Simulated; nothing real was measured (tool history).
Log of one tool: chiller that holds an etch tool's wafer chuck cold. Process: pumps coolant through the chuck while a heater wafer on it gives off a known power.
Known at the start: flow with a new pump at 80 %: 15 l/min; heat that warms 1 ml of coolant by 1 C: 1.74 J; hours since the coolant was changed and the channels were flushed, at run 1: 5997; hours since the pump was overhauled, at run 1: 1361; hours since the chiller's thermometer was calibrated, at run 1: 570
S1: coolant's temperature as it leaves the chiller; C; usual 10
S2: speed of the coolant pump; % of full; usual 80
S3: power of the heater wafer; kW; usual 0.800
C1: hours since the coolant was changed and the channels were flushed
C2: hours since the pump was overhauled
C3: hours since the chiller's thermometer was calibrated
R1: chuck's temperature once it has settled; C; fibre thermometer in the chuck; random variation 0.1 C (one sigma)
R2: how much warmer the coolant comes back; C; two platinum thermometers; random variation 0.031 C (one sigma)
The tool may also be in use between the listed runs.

{"run": 1, "hour": 0.0, "S1": 10, "S2": 80, "S3": 0.8, "C1": 5997, "C2": 1361, "C3": 570, "R1": 17.1, "R2": 1.84}
{"run": 2, "hour": 50.4, "S1": 10, "S2": 86, "S3": 0.8, "C1": 6047, "C2": 1411, "C3": 621, "R1": 17.0, "R2": 1.69}
{"run": 3, "hour": 83.1, "S1": 10, "S2": 86, "S3": 0.8, "C1": 6080, "C2": 1444, "C3": 653, "R1": 16.7, "R2": 1.71}
{"run": 4, "hour": 142.9, "S1": 10, "S2": 86, "S3": 0.8, "C1": 6140, "C2": 1504, "C3": 713, "R1": 16.7, "R2": 1.72}
{"run": 5, "hour": 197.4, "S1": 10, "S2": 80, "S3": 0.542, "C1": 6194, "C2": 1558, "C3": 768, "R1": 14.8, "R2": 1.29}
{"run": 6, "hour": 241.9, "S1": 6, "S2": 80, "S3": 0.8, "C1": 6239, "C2": 1603, "C3": 812, "R1": 13.1, "R2": 1.93}
{"run": 7, "hour": 292.4, "S1": 15, "S2": 80, "S3": 0.8, "C1": 6289, "C2": 1653, "C3": 863, "R1": 22.1, "R2": 1.99}
{"run": 8, "hour": 360.8, "S1": 15, "S2": 80, "S3": 0.8, "C1": 6358, "C2": 1721, "C3": 931, "R1": 22.0, "R2": 1.92}
{"run": 9, "hour": 427.3, "S1": 15, "S2": 80, "S3": 0.8, "C1": 6424, "C2": 1788, "C3": 998, "R1": 21.9, "R2": 2.0}
{"run": 10, "hour": 461.4, "S1": 15, "S2": 80, "S3": 0.8, "C1": 6458, "C2": 1822, "C3": 1032, "R1": 22.2, "R2": 1.94}
{"run": 11, "hour": 496.6, "S1": 15, "S2": 80, "S3": 0.8, "C1": 6494, "C2": 1857, "C3": 1067, "R1": 22.2, "R2": 2.01}
{"run": 12, "hour": 561.9, "S1": 10, "S2": 80, "S3": 0.413, "C1": 6559, "C2": 1923, "C3": 1132, "R1": 13.6, "R2": 1.21}
{"run": 13, "hour": 631.4, "S1": 6, "S2": 66, "S3": 0.484, "C1": 6628, "C2": 1992, "C3": 1202, "R1": 10.9, "R2": 1.55}
{"run": 14, "hour": 694.8, "S1": 18, "S2": 83, "S3": 0.418, "C1": 6692, "C2": 2055, "C3": 1265, "R1": 21.5, "R2": 1.16}
{"run": 15, "hour": 732.0, "S1": 18, "S2": 83, "S3": 0.418, "C1": 6729, "C2": 2093, "C3": 1302, "R1": 21.5, "R2": 1.15}
{"run": 16, "hour": 793.7, "S1": 11, "S2": 87, "S3": 1.088, "C1": 6791, "C2": 2154, "C3": 1364, "R1": 20.0, "R2": 2.58}
{"run": 17, "hour": 847.3, "S1": 11, "S2": 69, "S3": 0.74, "C1": 6844, "C2": 2208, "C3": 1418, "R1": 18.0, "R2": 2.29}
{"hour": 877.9, "done": "gauge calibrated"}
{"run": 18, "hour": 905.1, "S1": 16, "S2": 69, "S3": 0.824, "C1": 6902, "C2": 2266, "C3": 1475, "R1": 24.1, "R2": 2.25}
{"run": 19, "hour": 968.4, "S1": 20, "S2": 89, "S3": 0.611, "C1": 6966, "C2": 2329, "C3": 1539, "R1": 25.1, "R2": 1.32}

Some steps in R2 between neighbouring runs. How much of each would the tool show without its hidden state too (settings, what came in, random variation), and how much is left for the hidden state, with any gauge scatter that isn't in both results?
The hidden state here: heat passed by the chuck's channels, % of clean ones'; flow at a given pump speed, % of a new pump's; coolant's true temperature over the reading, C; drift of the gauge itself on chuck_c, C; drift of the gauge itself on warmer_back_c, C.
Run 15 -> 16: S1 18 -> 11, S2 83 -> 87, S3 0.418 -> 1.088. R2 +1.43 C: hidden state +0.02, all else +1.41.
Run 17 -> 18: S1 11 -> 16, S3 0.740 -> 0.824, gauge calibrated. R2 -0.04 C: hidden state -0.29, all else +0.25.
